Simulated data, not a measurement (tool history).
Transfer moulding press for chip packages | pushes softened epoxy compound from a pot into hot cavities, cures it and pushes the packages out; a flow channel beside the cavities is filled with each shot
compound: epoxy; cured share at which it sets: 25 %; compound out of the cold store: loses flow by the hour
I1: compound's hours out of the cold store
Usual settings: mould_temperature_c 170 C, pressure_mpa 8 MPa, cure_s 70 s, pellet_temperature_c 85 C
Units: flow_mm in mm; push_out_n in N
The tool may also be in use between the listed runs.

Run 1, day 0: usual settings; I1 39.3. Result: flow_mm 607 mm, push_out_n 708 N.
At day 0.762: cavities cleaned with cleaning compound and waxed.
Run 2, day 0.975: usual settings; I1 39.5. Result: flow_mm 598 mm, push_out_n 490 N.
Run 3, day 1.65: usual settings; I1 17.2. Result: flow_mm 647 mm, push_out_n 725 N.
Run 4, day 2.029: usual settings; I1 19.9. Result: flow_mm 642 mm, push_out_n 762 N.
At day 2.421: cavities cleaned with cleaning compound and waxed.
Run 5, day 2.817: usual settings; I1 23.2. Result: flow_mm 637 mm, push_out_n 585 N.
Run 6, day 3.454: usual settings; I1 46.2. Result: flow_mm 584 mm, push_out_n 725 N.
At day 3.808: mould's thermocouples calibrated.
At day 4.138: cavities cleaned with cleaning compound and waxed.
Run 7, day 4.138: usual settings; I1 15.6. Result: flow_mm 651 mm, push_out_n 426 N.
At day 5.15: plunger's sealing rings changed.
Run 8, day 5.15: usual settings; I1 29.8. Result: flow_mm 670 mm, push_out_n 742 N.
Run 9, day 5.742: usual settings; I1 23.6. Result: flow_mm 673 mm, push_out_n 854 N.
At day 5.879: cavities cleaned with cleaning compound and waxed.
Run 10, day 6.558: usual settings; I1 14. Result: flow_mm 695 mm, push_out_n 730 N.
Run 11, day 6.983: usual settings but mould_temperature_c 165 C; I1 21.2. Result: flow_mm 697 mm, push_out_n 1206 N.
At day 7.496: cavities cleaned with cleaning compound and waxed.
Run 12, day 7.542: usual settings but cure_s 98 s; I1 28. Result: flow_mm 671 mm, push_out_n 295 N.
Run 13, day 8.112: usual settings; I1 45.9. Result: flow_mm 617 mm, push_out_n 690 N.
Run 14, day 9: usual settings; I1 42.2. Result: flow_mm 622 mm, push_out_n 788 N.
At day 9.133: cavities cleaned with cleaning compound and waxed.
Run 15, day 9.708: usual settings; I1 41.1. Result: flow_mm 625 mm, push_out_n 611 N.
Run 16, day 10.246: usual settings but mould_temperature_c 166 C, pressure_mpa 9.61 MPa, cure_s 55 s, pellet_temperature_c 90 C; I1 10.2. Result: flow_mm 769 mm, push_out_n 1929 N.
At day 10.733: cavities cleaned with cleaning compound and waxed.
Run 17, day 11.196: usual settings but pellet_temperature_c 94 C; I1 28.5. Result: flow_mm 650 mm, push_out_n 605 N.
Run 18, day 12.062: usual settings but mould_temperature_c 173 C, pressure_mpa 6.86 MPa, cure_s 94 s; I1 42.3. Result: flow_mm 559 mm, push_out_n 538 N.
At day 12.333: cavities cleaned with cleaning compound and waxed.
Run 19, day 12.538: usual settings but mould_temperature_c 173 C, pressure_mpa 6.86 MPa, cure_s 94 s; I1 15.7. Result: flow_mm 620 mm, push_out_n 339 N.
Run 20, day 13.092: usual settings but mould_temperature_c 172 C, pressure_mpa 7.17 MPa, pellet_temperature_c 93 C; I1 42.5. Result: flow_mm 561 mm, push_out_n 574 N.
Run 21, day 13.771: usual settings but mould_temperature_c 172 C, pressure_mpa 7.17 MPa, pellet_temperature_c 93 C; I1 39.9. Result: flow_mm 568 mm, push_out_n 648 N.
At day 13.954: cavities cleaned with cleaning compound and waxed.
Run 22, day 14.417: usual settings but mould_temperature_c 171 C, pressure_mpa 9.51 MPa, cure_s 99 s, pellet_temperature_c 88 C; I1 9.5. Result: flow_mm 747 mm, push_out_n 432 N.
Run 23, day 14.95: usual settings but mould_temperature_c 171 C, pressure_mpa 9.51 MPa, cure_s 99 s, pellet_temperature_c 88 C; I1 37.3. Result: flow_mm 669 mm, push_out_n 487 N.
At day 15.558: cavities cleaned with cleaning compound and waxed.
Run 24, day 15.558: usual settings but cure_s 95 s, pellet_temperature_c 75 C; I1 24.6. Result: flow_mm 649 mm, push_out_n 276 N.
Run 25, day 16.162: usual settings but pressure_mpa 8.67 MPa, cure_s 107 s; I1 12.5. Result: flow_mm 683 mm, push_out_n 433 N.
Run 26, day 16.975: usual settings but pressure_mpa 8.54 MPa, cure_s 82 s, pellet_temperature_c 78 C; I1 34.3. Result: flow_mm 626 mm, push_out_n 594 N.
At day 17.179: cavities cleaned with cleaning compound and waxed.
Run 27, day 17.942: usual settings but pressure_mpa 8.54 MPa, cure_s 82 s, pellet_temperature_c 78 C; I1 29.4. Result: flow_mm 649 mm, push_out_n 524 N.
Run 28, day 18.333: usual settings but mould_temperature_c 175 C, pressure_mpa 6.6 MPa, cure_s 67 s; I1 21.4. Result: flow_mm 560 mm, push_out_n 609 N.
At day 18.767: cavities cleaned with cleaning compound and waxed.
Run 29, day 18.804: usual settings but pressure_mpa 6.62 MPa, pellet_temperature_c 89 C; I1 12.4. Result: flow_mm 601 mm, push_out_n 419 N.

3 ways to go on from here, each from the tool as it stands after run 29. What would each give?
Run A, day 19.454: usual settings but pellet_temperature_c 93 C; I1 12.4. Result: flow_mm ?, push_out_n ?.
Run B, day 19.454: usual settings but mould_temperature_c 166 C, pressure_mpa 6.39 MPa, pellet_temperature_c 75 C; I1 20.1. Result: flow_mm ?, push_out_n ?.
Run C, day 19.454: usual settings but cure_s 53 s, pellet_temperature_c 95 C; I1 26.2. Result: flow_mm ?, push_out_n ?.

run  flow_mm  push_out_n
  A      652         653
  B      569         967
  C      624        1300
Without the tool's hidden state the same runs would have given:
run  flow_mm  push_out_n
  A      704         408
  B      615         606
  C      672         805
